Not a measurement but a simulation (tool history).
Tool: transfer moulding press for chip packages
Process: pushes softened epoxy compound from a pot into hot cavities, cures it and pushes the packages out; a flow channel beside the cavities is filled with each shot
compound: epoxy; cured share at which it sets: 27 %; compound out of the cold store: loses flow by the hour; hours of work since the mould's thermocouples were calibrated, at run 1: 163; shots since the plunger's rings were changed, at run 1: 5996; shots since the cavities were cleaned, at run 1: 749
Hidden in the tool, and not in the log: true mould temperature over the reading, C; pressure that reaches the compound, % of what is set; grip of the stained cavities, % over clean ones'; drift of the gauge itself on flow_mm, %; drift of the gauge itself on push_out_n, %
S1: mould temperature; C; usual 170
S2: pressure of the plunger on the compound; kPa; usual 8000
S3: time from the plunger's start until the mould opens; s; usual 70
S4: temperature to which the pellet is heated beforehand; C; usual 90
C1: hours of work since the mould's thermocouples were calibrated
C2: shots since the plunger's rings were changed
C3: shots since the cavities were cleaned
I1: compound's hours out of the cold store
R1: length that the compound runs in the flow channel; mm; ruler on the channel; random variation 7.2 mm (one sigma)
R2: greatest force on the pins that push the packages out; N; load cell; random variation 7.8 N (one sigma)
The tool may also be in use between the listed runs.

run    hour   S1    S2   S3   S4   C1    C2   C3    I1   R1   R2
  1       0  170  8000   70   90  163  5996  749  14.1  824  610
        6.9  -- cavities cleaned with cleaning compound and waxed
  2    35.9  170  8000  102   90  182  6442  376  43.4  732  307
       42.8  -- plunger's sealing rings changed
       76.4  -- cavities cleaned with cleaning compound and waxed
  3   106.5  170  8000   70  100  218   807  391  17.6  846  486
      139.9  -- cavities cleaned with cleaning compound and waxed
  4   156.6  170  8000   70  100  245  1437  218  16.7  856  439
  5   192.8  170  8000   70  100  265  1906  687  39.7  771  567
      201.6  -- cavities cleaned with cleaning compound and waxed
  6   238.8  170  8000   70  100  289  2483  482  36.5  785  509
      264.5  -- cavities cleaned with cleaning compound and waxed
  7   270.3  170  8000   70  100  305  2872   75  40.3  764  350
  8     299  170  8000   70   90  321  3245  448  37.2  766  516
      329.8  -- cavities cleaned with cleaning compound and waxed
  9   361.6  170  8000   70   90  355  4037  412  14.5  845  527
        392  -- cavities cleaned with cleaning compound and waxed
 10   404.9  170  8000   70   90  377  4580  168  34.4  777  415
 11     445  170  8000   70   90  399  5100  688  38.6  760  570
      457.1  -- cavities cleaned with cleaning compound and waxed
 12   512.2  170  8000   68   90  435  5953  716  23.4  780  655
      523.2  -- cavities cleaned with cleaning compound and waxed
 13   547.2  170  8000   68   90  454  6387  311  44.3  736  493
      561.9  -- plunger's sealing rings changed
        568  -- mould's thermocouples calibrated
      590.5  -- cavities cleaned with cleaning compound and waxed
 14   614.4  170  8000   68   90   25   636  310  17.8  848  543
      654.5  -- cavities cleaned with cleaning compound and waxed
 15   666.8  170  6980   70   97   52  1296  160  34.8  738  393
      716.5  -- cavities cleaned with cleaning compound and waxed
 16   725.6  165  8000   79   90   84  2040  119  14.9  876  441
      782.5  -- cavities cleaned with cleaning compound and waxed
 17   797.4  170  9590   89   90  122  2951  193  37.9  841  292
      848.9  -- cavities cleaned with cleaning compound and waxed
 18     849  170  9590   89   90  150  3600    1  26.3  879  226
 19   903.9  170  9590   89   90  180  4313  714  20.4  887  393
      911.3  -- cavities cleaned with cleaning compound and waxed
      972.9  -- cavities cleaned with cleaning compound and waxed
 20   974.4  170  9590   89   90  217  5189   19  17.8  907  246
 21  1012.9  174  7480   70   93  238  5689  519  33.7  731  422
     1036.7  -- cavities cleaned with cleaning compound and waxed
 22  1048.7  174  7480   70   93  257  6133  155  37.8  711  339
     1078.6  -- plunger's sealing rings changed
     1103.7  -- cavities cleaned with cleaning compound and waxed
 23  1106.3  174  7480   70   93  286   340   33  39.1  761  269
 24  1138.1  175  7480   70   93  303   753  446  11.8  837  396
     1167.1  -- cavities cleaned with cleaning compound and waxed
 25  1183.5  175  9900   70   86  327  1323  213  41.4  860  319
 26  1212.6  169  7650   70   90  343  1701  591  23.4  825  626

How the hidden state differs across the entries between the runs, from the last listed run before each to the first after it:
Between runs 1 and 2: cavities cleaned with cleaning compound and waxed (hour 6.9)
  true mould temperature over the reading, C: -0.11 -> -0.1; pressure that reaches the compound, % of what is set: 87.57 -> 86.64; grip of the stained cavities, % over clean ones': 73.7 -> 48.7
  measured less the result without the state, R1: -56 -> -54 mm; R2: +261 -> +101 N
Between runs 2 and 3: plunger's sealing rings changed (hour 42.8); cavities cleaned with cleaning compound and waxed (hour 76.4)
  true mould temperature over the reading, C: -0.1 -> -0.06; pressure that reaches the compound, % of what is set: 86.64 -> 97.82; grip of the stained cavities, % over clean ones': 48.7 -> 47.5
  measured less the result without the state, R1: -54 -> -10 mm; R2: +101 -> +157 N
Between runs 3 and 4: cavities cleaned with cleaning compound and waxed (hour 139.9)
  true mould temperature over the reading, C: -0.06 -> -0.04; pressure that reaches the compound, % of what is set: 97.82 -> 96.48; grip of the stained cavities, % over clean ones': 47.5 -> 33.9
  measured less the result without the state, R1: -10 -> -15 mm; R2: +157 -> +112 N
Between runs 5 and 6: cavities cleaned with cleaning compound and waxed (hour 201.6)
  true mould temperature over the reading, C: -0.02 -> 0; pressure that reaches the compound, % of what is set: 95.47 -> 94.21; grip of the stained cavities, % over clean ones': 74.3 -> 62
  measured less the result without the state, R1: -18 -> -23 mm; R2: +242 -> +197 N
Between runs 6 and 7: cavities cleaned with cleaning compound and waxed (hour 264.5)
  true mould temperature over the reading, C: 0 -> 0.02; pressure that reaches the compound, % of what is set: 94.21 -> 93.4; grip of the stained cavities, % over clean ones': 62 -> 12.1
  measured less the result without the state, R1: -23 -> -26 mm; R2: +197 -> +37 N
Between runs 8 and 9: cavities cleaned with cleaning compound and waxed (hour 329.8)
  true mould temperature over the reading, C: 0.04 -> 0.06; pressure that reaches the compound, % of what is set: 92.55 -> 91.05; grip of the stained cavities, % over clean ones': 52 -> 54.5
  measured less the result without the state, R1: -31 -> -41 mm; R2: +175 -> +184 N
Between runs 9 and 10: cavities cleaned with cleaning compound and waxed (hour 392)
  true mould temperature over the reading, C: 0.06 -> 0.09; pressure that reaches the compound, % of what is set: 91.05 -> 89.78; grip of the stained cavities, % over clean ones': 54.5 -> 25.3
  measured less the result without the state, R1: -41 -> -44 mm; R2: +184 -> +82 N
Between runs 11 and 12: cavities cleaned with cleaning compound and waxed (hour 457.1)
  true mould temperature over the reading, C: 0.11 -> 0.14; pressure that reaches the compound, % of what is set: 88.74 -> 87.01; grip of the stained cavities, % over clean ones': 73 -> 77.9
  measured less the result without the state, R1: -47 -> -57 mm; R2: +241 -> +284 N
Between runs 12 and 13: cavities cleaned with cleaning compound and waxed (hour 523.2)
  true mould temperature over the reading, C: 0.14 -> 0.16; pressure that reaches the compound, % of what is set: 87.01 -> 86.12; grip of the stained cavities, % over clean ones': 77.9 -> 42.4
  measured less the result without the state, R1: -57 -> -57 mm; R2: +284 -> +142 N
Between runs 13 and 14: plunger's sealing rings changed (hour 561.9); mould's thermocouples calibrated (hour 568); cavities cleaned with cleaning compound and waxed (hour 590.5)
  true mould temperature over the reading, C: 0.16 -> 0.03; pressure that reaches the compound, % of what is set: 86.12 -> 98.31; grip of the stained cavities, % over clean ones': 42.4 -> 44
  measured less the result without the state, R1: -57 -> -8 mm; R2: +142 -> +165 N
Between runs 14 and 15: cavities cleaned with cleaning compound and waxed (hour 654.5)
  true mould temperature over the reading, C: 0.03 -> 0.05; pressure that reaches the compound, % of what is set: 98.31 -> 97; grip of the stained cavities, % over clean ones': 44 -> 25.7
  measured less the result without the state, R1: -8 -> -12 mm; R2: +165 -> +81 N
Between runs 15 and 16: cavities cleaned with cleaning compound and waxed (hour 716.5)
  true mould temperature over the reading, C: 0.05 -> 0.08; pressure that reaches the compound, % of what is set: 97 -> 95.56; grip of the stained cavities, % over clean ones': 25.7 -> 19.9
  measured less the result without the state, R1: -12 -> -20 mm; R2: +81 -> +71 N
Between runs 16 and 17: cavities cleaned with cleaning compound and waxed (hour 782.5)
  true mould temperature over the reading, C: 0.08 -> 0.12; pressure that reaches the compound, % of what is set: 95.56 -> 93.65; grip of the stained cavities, % over clean ones': 19.9 -> 30.2
  measured less the result without the state, R1: -20 -> -28 mm; R2: +71 -> +66 N
Between runs 17 and 18: cavities cleaned with cleaning compound and waxed (hour 848.9)
  true mould temperature over the reading, C: 0.12 -> 0.15; pressure that reaches the compound, % of what is set: 93.65 -> 92.31; grip of the stained cavities, % over clean ones': 30.2 -> 3
  measured less the result without the state, R1: -28 -> -36 mm; R2: +66 -> +6 N
Between runs 19 and 20: cavities cleaned with cleaning compound and waxed (hour 911.3); cavities cleaned with cleaning compound and waxed (hour 972.9)
  true mould temperature over the reading, C: 0.17 -> 0.21; pressure that reaches the compound, % of what is set: 90.71 -> 88.91; grip of the stained cavities, % over clean ones': 74.6 -> 7.8
  measured less the result without the state, R1: -44 -> -56 mm; R2: +164 -> +16 N
Between runs 21 and 22: cavities cleaned with cleaning compound and waxed (hour 1036.7)
  true mould temperature over the reading, C: 0.23 -> 0.24; pressure that reaches the compound, % of what is set: 87.96 -> 87.14; grip of the stained cavities, % over clean ones': 61.9 -> 24.8
  measured less the result without the state, R1: -49 -> -52 mm; R2: +157 -> +63 N
Between runs 22 and 23: plunger's sealing rings changed (hour 1078.6); cavities cleaned with cleaning compound and waxed (hour 1103.7)
  true mould temperature over the reading, C: 0.24 -> 0.27; pressure that reaches the compound, % of what is set: 87.14 -> 99.2; grip of the stained cavities, % over clean ones': 24.8 -> 6.4
  measured less the result without the state, R1: -52 -> -4 mm; R2: +63 -> +13 N
Between runs 24 and 25: cavities cleaned with cleaning compound and waxed (hour 1167.1)
  true mould temperature over the reading, C: 0.29 -> 0.31; pressure that reaches the compound, % of what is set: 98.39 -> 97.11; grip of the stained cavities, % over clean ones': 57.2 -> 32.9
  measured less the result without the state, R1: -7 -> -13 mm; R2: +140 -> +75 N

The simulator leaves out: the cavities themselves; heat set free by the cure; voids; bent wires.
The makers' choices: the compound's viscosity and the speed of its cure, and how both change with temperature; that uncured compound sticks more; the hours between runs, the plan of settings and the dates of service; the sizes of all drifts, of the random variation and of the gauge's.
